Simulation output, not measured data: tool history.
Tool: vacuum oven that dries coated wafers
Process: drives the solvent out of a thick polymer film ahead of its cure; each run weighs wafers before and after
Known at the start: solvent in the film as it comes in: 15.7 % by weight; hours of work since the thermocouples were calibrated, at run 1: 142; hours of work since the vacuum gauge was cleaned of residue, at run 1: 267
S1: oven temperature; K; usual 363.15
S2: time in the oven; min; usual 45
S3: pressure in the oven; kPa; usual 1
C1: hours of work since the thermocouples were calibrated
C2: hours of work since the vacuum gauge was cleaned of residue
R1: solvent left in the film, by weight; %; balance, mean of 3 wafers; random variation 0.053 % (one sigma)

run,hour,S1,S2,S3,C1,C2,R1
1,0,363.15,45,1,142,267,1.79
2,16.2,363.15,45,1,150,275,1.81
3,36.2,363.15,45,1,159,284,1.89
4,67.5,363.15,45,1,174,299,1.93
5,98.7,363.15,45,1,189,314,1.88
6,116,363.15,45,1,197,322,1.85
7,131.3,363.15,45,0.84,204,329,1.65
8,147.6,363.15,45,0.84,212,337,1.68
9,177.3,363.15,45,0.84,226,351,1.64
10,200.5,363.15,45,0.84,237,361,1.58
11,226.4,363.15,45,0.84,249,374,1.63
12,245.8,363.15,45,0.84,258,383,1.67
13,261.3,350.15,69,1,265,390,2.9
14,284.9,363.15,40,1,276,401,2.11
15,313.4,367.15,45,3.58,290,415,4.34
16,343.6,363.15,43,2.44,304,429,3.79
17,376.4,363.15,43,2.44,319,444,3.71
18,408.4,355.15,45,1.81,334,459,4.37
19,426.3,356.15,45,2.38,343,468,5.12
20,443.1,364.15,47,1.72,351,476,2.6
21,465.7,351.15,45,1,361,486,3.83

Forecast each of these 4 alternatives for the next run:
A,495.2,355.15,45,0.79,375,500,?
B,495.2,348.15,66,0.95,375,500,?
C,495.2,366.15,45,0.54,375,500,?
D,495.2,351.15,62,0.89,375,500,?

run,R1
A,2.69
B,3.24
C,1.08
D,2.83
Without the tool's hidden state the same runs would have given:
run,R1
A,2.69
B,3.23
C,1.08
D,2.83

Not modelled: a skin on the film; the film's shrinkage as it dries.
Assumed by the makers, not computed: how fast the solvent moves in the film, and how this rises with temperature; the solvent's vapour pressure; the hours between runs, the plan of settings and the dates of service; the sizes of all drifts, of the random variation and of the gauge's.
